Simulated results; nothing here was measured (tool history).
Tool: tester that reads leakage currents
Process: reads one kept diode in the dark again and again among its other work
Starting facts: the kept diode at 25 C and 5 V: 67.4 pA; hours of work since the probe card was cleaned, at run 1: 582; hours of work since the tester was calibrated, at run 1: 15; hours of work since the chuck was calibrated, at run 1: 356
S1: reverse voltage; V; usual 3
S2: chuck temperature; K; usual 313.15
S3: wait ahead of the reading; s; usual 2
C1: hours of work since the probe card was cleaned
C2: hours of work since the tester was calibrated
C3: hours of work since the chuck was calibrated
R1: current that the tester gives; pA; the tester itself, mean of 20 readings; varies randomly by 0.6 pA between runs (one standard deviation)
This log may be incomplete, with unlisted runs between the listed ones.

run,hour,S1,S2,S3,C1,C2,C3,R1
1,0,3,313.15,2,582,15,356,195.59
2,23.5,3,313.15,0.32,600,32,373,199.02
3,54.1,3,299.15,2,622,55,395,57.35
4,91.8,3,313.15,2,650,82,423,194.79
5,125.4,3,313.15,2,674,107,447,195.44
6,160.5,3,313.15,2,700,133,473,194.96
7,194.6,3,313.15,2,725,158,498,194.17
8,235,3,313.15,2,754,187,527,194.6
9,283.2,3,313.15,2,789,222,563,193.7
10,315.9,3,313.15,2,813,246,586,193.33
11,364.4,4.88,313.15,2,849,282,622,244.56
12,408.4,3,313.15,2,881,314,654,192.45
13,460.2,1.13,295.15,2,919,352,692,23.85
14,492.1,1.13,295.15,2,942,375,715,23.84
15,533.8,11.1,313.15,1.45,973,405,746,365.14
16,578.6,7.1,316.15,5.21,1005,438,778,375.5
17,618,14.16,316.15,0.69,1034,467,807,532
18,657.3,1.39,313.15,2,1063,496,836,131.02
19,697.5,18.91,300.15,2,1092,525,865,153.38
20,736.9,18.91,306.15,2,1121,554,894,259.38
21,783.8,1.22,323.15,2,1155,588,928,277.36
22,837.5,1.22,323.15,2,1195,627,968,275.95
23,891.7,6.66,313.15,9.62,1234,667,1007,278.35

Here are 3 independent what-if runs from the current tool condition. What would each one return?
A,915.4,6.66,301.15,9.62,1252,684,1025,?
B,915.4,5.07,303.15,2.9,1252,684,1025,?
C,915.4,6.66,295.15,9.62,1252,684,1025,?

run,R1
A,97.13
B,102.25
C,56.12
Stripped of hidden state, with their random variation kept, the same runs would have yielded:
run,R1
A,102.05
B,107.67
C,58.6

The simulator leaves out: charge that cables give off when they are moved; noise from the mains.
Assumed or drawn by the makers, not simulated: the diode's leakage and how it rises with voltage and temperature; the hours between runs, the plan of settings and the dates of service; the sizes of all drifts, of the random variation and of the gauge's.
